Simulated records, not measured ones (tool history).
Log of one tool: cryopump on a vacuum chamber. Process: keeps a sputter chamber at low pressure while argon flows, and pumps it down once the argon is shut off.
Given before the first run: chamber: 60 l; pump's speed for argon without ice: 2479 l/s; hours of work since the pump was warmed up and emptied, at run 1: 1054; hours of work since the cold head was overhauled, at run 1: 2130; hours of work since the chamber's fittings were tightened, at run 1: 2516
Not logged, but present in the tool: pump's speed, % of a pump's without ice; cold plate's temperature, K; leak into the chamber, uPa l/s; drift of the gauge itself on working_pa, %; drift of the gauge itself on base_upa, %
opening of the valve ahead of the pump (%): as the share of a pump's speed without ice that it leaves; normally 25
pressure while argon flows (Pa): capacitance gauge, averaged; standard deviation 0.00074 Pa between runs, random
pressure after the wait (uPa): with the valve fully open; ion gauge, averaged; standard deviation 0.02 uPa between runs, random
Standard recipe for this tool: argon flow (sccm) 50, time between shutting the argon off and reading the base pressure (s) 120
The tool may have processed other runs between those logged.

run    hour  argon flow (sccm)  time between shutting the argon off and reading the base pressure (s)  opening of the valve ahead of the pump (%)  hours of work since the pump was warmed up and emptied  hours of work since the cold head was overhauled  hours of work since the chamber's fittings were tightened  pressure while argon flows (Pa)  pressure after the wait (uPa)
  1     0.0                 50                                                                    120                                          25                                                    1054                                              2130                                                       2516                           0.1440                           1.73
       21.4  -- pump warmed up, emptied and cooled again
  2    50.4                 50                                                                    288                                          25                                                      19                                              2159                                                       2546                           0.1380                           1.45
  3   121.3                 50                                                                    120                                          25                                                      65                                              2206                                                       2592                           0.1371                           1.59
  4   174.7                 69                                                                    120                                          25                                                     100                                              2241                                                       2627                           0.1897                           1.61
  5   251.7                 69                                                                    120                                          25                                                     151                                              2291                                                       2678                           0.1897                           1.60
  6   326.5                 78                                                                    120                                          25                                                     200                                              2340                                                       2727                           0.2153                           1.69
  7   413.0                 78                                                                    120                                          25                                                     257                                              2397                                                       2784                           0.2164                           1.72
  8   477.5                 50                                                                    120                                          25                                                     299                                              2439                                                       2826                           0.1397                           1.75
  9   517.1                 23                                                                    120                                          25                                                     325                                              2465                                                       2852                           0.0644                           1.78
 10   608.7                 50                                                                    120                                          48                                                     385                                              2525                                                       2912                           0.0730                           1.83
      689.4  -- leaking fittings of the chamber tightened, without venting
 11   699.6                 41                                                                    120                                          25                                                     443                                              2584                                                          7                           0.1161                           0.29
 12   739.6                 41                                                                    120                                          25                                                     469                                              2610                                                         33                           0.1149                           0.31
 13   832.2                 50                                                                     36                                          25                                                     530                                              2670                                                         94                           0.1409                           0.65
 14   883.2                 50                                                                     36                                          25                                                     564                                              2704                                                        127                           0.1410                           0.66
 15   968.3                 40                                                                     21                                          50                                                     619                                              2760                                                        183                           0.0577                           1.06
 16  1012.3                 35                                                                     46                                          55                                                     648                                              2788                                                        212                           0.0470                           0.64
 17  1094.2                 25                                                                     61                                          27                                                     702                                              2842                                                        265                           0.0669                           0.60
 18  1157.5                 25                                                                    282                                          40                                                     743                                              2884                                                        307                           0.0461                           0.42
 19  1237.5                 35                                                                     45                                          50                                                     796                                              2936                                                        359                           0.0528                           0.74
 20  1307.6                 35                                                                     45                                          50                                                     842                                              2982                                                        405                           0.0525                           0.73
 21  1354.1                 35                                                                     45                                          50                                                     872                                              3012                                                        436                           0.0518                           0.79
 22  1413.6                 56                                                                     80                                          43                                                     911                                              3051                                                        475                           0.0971                           0.60
 23  1482.1                 66                                                                     20                                          51                                                     956                                              3096                                                        519                           0.0959                           1.31

Below are 5 alternative next runs, each starting from the tool's condition after run 23. Predict each:
  A  1520.6                 61                                                                     28                                          51                                                     981                                              3122                                                        545                                ?                              ?
  B  1520.6                 29                                                                    268                                          25                                                     981                                              3122                                                        545                                ?                              ?
  C  1520.6                 32                                                                     20                                          51                                                     981                                              3122                                                        545                                ?                              ?
  D  1520.6                 50                                                                    120                                          18                                                     981                                              3122                                                        545                                ?                              ?
  E  1520.6                 50                                                                     51                                          24                                                     981                                              3122                                                        545                                ?                              ?

run  pressure while argon flows (Pa)  pressure after the wait (uPa)
  A                           0.0899                           1.07
  B                           0.0824                           0.55
  C                           0.0469                           1.25
  D                           0.1953                           0.59
  E                           0.1499                           0.81
What these runs would have given with no unlogged condition in the tool:
run  pressure while argon flows (Pa)  pressure after the wait (uPa)
  A                           0.0816                           0.71
  B                           0.0785                           0.19
  C                           0.0426                           0.89
  D                           0.1886                           0.24
  E                           0.1431                           0.45
